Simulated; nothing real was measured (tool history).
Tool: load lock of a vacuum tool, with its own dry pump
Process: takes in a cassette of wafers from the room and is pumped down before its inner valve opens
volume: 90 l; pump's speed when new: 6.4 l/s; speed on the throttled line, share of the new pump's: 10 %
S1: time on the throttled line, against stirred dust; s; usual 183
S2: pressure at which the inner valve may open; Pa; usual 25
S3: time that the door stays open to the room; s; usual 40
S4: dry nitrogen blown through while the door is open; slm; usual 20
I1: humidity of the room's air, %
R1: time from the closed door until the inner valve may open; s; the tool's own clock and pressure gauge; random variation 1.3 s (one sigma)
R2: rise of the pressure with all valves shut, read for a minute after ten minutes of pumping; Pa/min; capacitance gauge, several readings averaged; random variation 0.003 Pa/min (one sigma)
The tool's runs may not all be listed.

Run 1, day 0: usual settings; I1 47.2. Result: R1 290.5 s, R2 0.076 Pa/min.
Run 2, day 3.983: usual settings; I1 47.2. Result: R1 290.8 s, R2 0.081 Pa/min.
Run 3, day 7.938: usual settings but S3 122 s; I1 46.5. Result: R1 291.8 s, R2 0.093 Pa/min.
Run 4, day 16.171: usual settings but S1 144 s; I1 45. Result: R1 256.7 s, R2 0.081 Pa/min.
Run 5, day 23.125: usual settings but S3 186 s; I1 46.5. Result: R1 291.4 s, R2 0.112 Pa/min.
Run 6, day 28.625: usual settings but S3 186 s; I1 40.9. Result: R1 294 s, R2 0.108 Pa/min.
Run 7, day 37.083: usual settings; I1 43.3. Result: R1 292.1 s, R2 0.094 Pa/min.
Run 8, day 45.229: usual settings; I1 45.3. Result: R1 293.9 s, R2 0.096 Pa/min.
Run 9, day 52.396: usual settings but S4 9 slm; I1 47.3. Result: R1 293.5 s, R2 0.105 Pa/min.
Run 10, day 58.004: usual settings but S3 228 s; I1 47.6. Result: R1 294.2 s, R2 0.135 Pa/min.
Run 11, day 66.229: usual settings but S4 28 slm; I1 42.7. Result: R1 294.3 s, R2 0.104 Pa/min.
Run 12, day 74.65: usual settings but S2 26 Pa; I1 43.8. Result: R1 291.9 s, R2 0.109 Pa/min.
Run 13, day 82.975: usual settings but S1 99 s, S2 34 Pa, S3 38 s; I1 45.7. Result: R1 214.4 s, R2 0.115 Pa/min.
Run 14, day 87.804: usual settings but S1 99 s, S2 34 Pa, S3 38 s; I1 45.1. Result: R1 213.5 s, R2 0.12 Pa/min.
Run 15, day 95.371: usual settings but S2 29 Pa; I1 44.5. Result: R1 291.5 s, R2 0.12 Pa/min.
Run 16, day 100.229: usual settings but S1 100 s, S2 28 Pa, S3 35 s, S4 17 slm; I1 47.6. Result: R1 219.6 s, R2 0.117 Pa/min.
Run 17, day 103.821: usual settings but S1 100 s, S2 28 Pa, S3 192 s, S4 18 slm; I1 44.6. Result: R1 218.4 s, R2 0.149 Pa/min.
Run 18, day 111.592: usual settings but S3 78 s; I1 46.1. Result: R1 293 s, R2 0.14 Pa/min.
Run 19, day 116.979: usual settings but S3 78 s; I1 43.3. Result: R1 292.9 s, R2 0.145 Pa/min.
Run 20, day 120.7: usual settings but S2 45 Pa, S3 86 s; I1 43.7. Result: R1 285.2 s, R2 0.137 Pa/min.

Forecast each of these 5 alternatives for the next run:
Run A, day 124.383: usual settings but S1 261 s; I1 44.2. Result: R1 ?, R2 ?.
Run B, day 124.383: usual settings but S2 45 Pa, S3 86 s, S4 32 slm; I1 45. Result: R1 ?, R2 ?.
Run C, day 124.383: usual settings but S2 39 Pa; I1 42. Result: R1 ?, R2 ?.
Run D, day 124.383: usual settings but S2 44 Pa, S3 86 s; I1 44.3. Result: R1 ?, R2 ?.
Run E, day 124.383: usual settings but S1 153 s, S2 40 Pa, S4 24 slm; I1 44.1. Result: R1 ?, R2 ?.

run     R1     R2
  A  365.9  0.134
  B  284.8   0.14
  C    287  0.139
  D  286.3  0.152
  E  261.3  0.131
Without the tool's hidden state the same runs would have given:
run     R1     R2
  A  354.9  0.014
  B    274  0.018
  C  275.6  0.018
  D  275.4   0.03
  E  249.9   0.01

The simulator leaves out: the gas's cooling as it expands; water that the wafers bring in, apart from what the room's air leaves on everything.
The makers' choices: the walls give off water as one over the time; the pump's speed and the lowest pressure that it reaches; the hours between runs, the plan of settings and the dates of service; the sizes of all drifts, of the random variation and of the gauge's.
